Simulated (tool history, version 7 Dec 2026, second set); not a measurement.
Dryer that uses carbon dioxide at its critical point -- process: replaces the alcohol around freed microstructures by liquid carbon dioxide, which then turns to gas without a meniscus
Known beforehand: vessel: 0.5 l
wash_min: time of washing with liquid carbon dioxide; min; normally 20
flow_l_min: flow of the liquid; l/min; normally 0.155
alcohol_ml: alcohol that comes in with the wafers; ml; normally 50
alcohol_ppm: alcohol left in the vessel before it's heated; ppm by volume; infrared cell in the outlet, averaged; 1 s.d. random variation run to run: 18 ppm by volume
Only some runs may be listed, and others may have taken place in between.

| run | hour | wash_min | flow_l_min | alcohol_ml | alcohol_ppm |
|---|---|---|---|---|---|
| 1 | 0.0 | 20 | 0.155 | 50 | 2072 |
| 2 | 34.2 | 20 | 0.155 | 50 | 2209 |
| 3 | 56.5 | 20 | 0.155 | 50 | 2191 |
| 4 | 85.5 | 20 | 0.155 | 50 | 2300 |
| 5 | 120.1 | 20 | 0.155 | 50 | 2475 |
| 6 | 160.3 | 20 | 0.155 | 50 | 2615 |
|  | 164.7 | inlet filter changed |
| 7 | 180.8 | 26 | 0.155 | 50 | 347 |
| 8 | 203.7 | 20 | 0.253 | 50 | 99 |
| 9 | 234.6 | 18 | 0.253 | 50 | 193 |
| 10 | 262.9 | 18 | 0.253 | 50 | 192 |
| 11 | 298.3 | 18 | 0.253 | 50 | 207 |
| 12 | 326.1 | 18 | 0.136 | 50 | 3539 |
| 13 | 353.2 | 20 | 0.206 | 50 | 414 |
| 14 | 384.7 | 14 | 0.206 | 50 | 2045 |
| 15 | 405.1 | 14 | 0.206 | 50 | 2044 |
| 16 | 430.8 | 14 | 0.206 | 50 | 2145 |
| 17 | 458.8 | 14 | 0.206 | 50 | 2182 |
| 18 | 491.9 | 14 | 0.206 | 50 | 2317 |
| 19 | 511.5 | 20 | 0.242 | 50 | 218 |
| 20 | 542.3 | 20 | 0.242 | 50 | 232 |
| 21 | 573.8 | 20 | 0.155 | 50 | 1907 |
| 22 | 599.3 | 20 | 0.155 | 50 | 2021 |
| 23 | 624.9 | 20 | 0.155 | 50 | 2123 |
| 24 | 664.4 | 20 | 0.155 | 50 | 2172 |
| 25 | 691.4 | 20 | 0.155 | 28 | 1320 |
| 26 | 730.9 | 20 | 0.155 | 28 | 1375 |
| 27 | 747.5 | 20 | 0.155 | 41 | 1977 |
|  | 754.8 | inlet filter changed |
| 28 | 775.5 | 20 | 0.155 | 41 | 1023 |
| 29 | 794.9 | 20 | 0.155 | 41 | 1051 |
| 30 | 816.0 | 20 | 0.241 | 41 | 144 |
| 31 | 841.0 | 20 | 0.241 | 41 | 142 |
| 32 | 869.5 | 19 | 0.116 | 50 | 4754 |
| 33 | 906.5 | 13 | 0.144 | 86 | 13485 |
| 34 | 946.6 | 22 | 0.094 | 43 | 5437 |
| 35 | 975.1 | 26 | 0.155 | 93 | 865 |
| 36 | 1008.2 | 26 | 0.155 | 93 | 909 |
| 37 | 1032.2 | 20 | 0.146 | 40 | 1676 |
| 38 | 1065.0 | 16 | 0.172 | 116 | 6202 |
| 39 | 1105.6 | 31 | 0.216 | 71 | 79 |
| 40 | 1138.0 | 19 | 0.109 | 71 | 10180 |
| 41 | 1163.0 | 20 | 0.156 | 21 | 822 |
|  | 1185.0 | purifier's bed changed |
| 42 | 1198.7 | 20 | 0.190 | 76 | 1282 |
| 43 | 1235.4 | 20 | 0.190 | 76 | 1341 |
| 44 | 1252.5 | 20 | 0.190 | 76 | 1379 |
| 45 | 1275.7 | 23 | 0.137 | 81 | 3501 |
| 46 | 1295.7 | 23 | 0.137 | 81 | 3467 |

3 options for the next run, each taken on its own from the tool as it stands now. Forecast them:
| A | 1324.8 | 31 | 0.178 | 31 | ? |
| B | 1324.8 | 23 | 0.217 | 81 | ? |
| C | 1324.8 | 23 | 0.117 | 81 | ? |

| run | alcohol_ppm |
|---|---|
| A | 87 |
| B | 375 |
| C | 6273 |
Take away the tool's hidden state, keep each run's random variation, and the runs would have read:
| run | alcohol_ppm |
|---|---|
| A | 25 |
| B | 116 |
| C | 3360 |
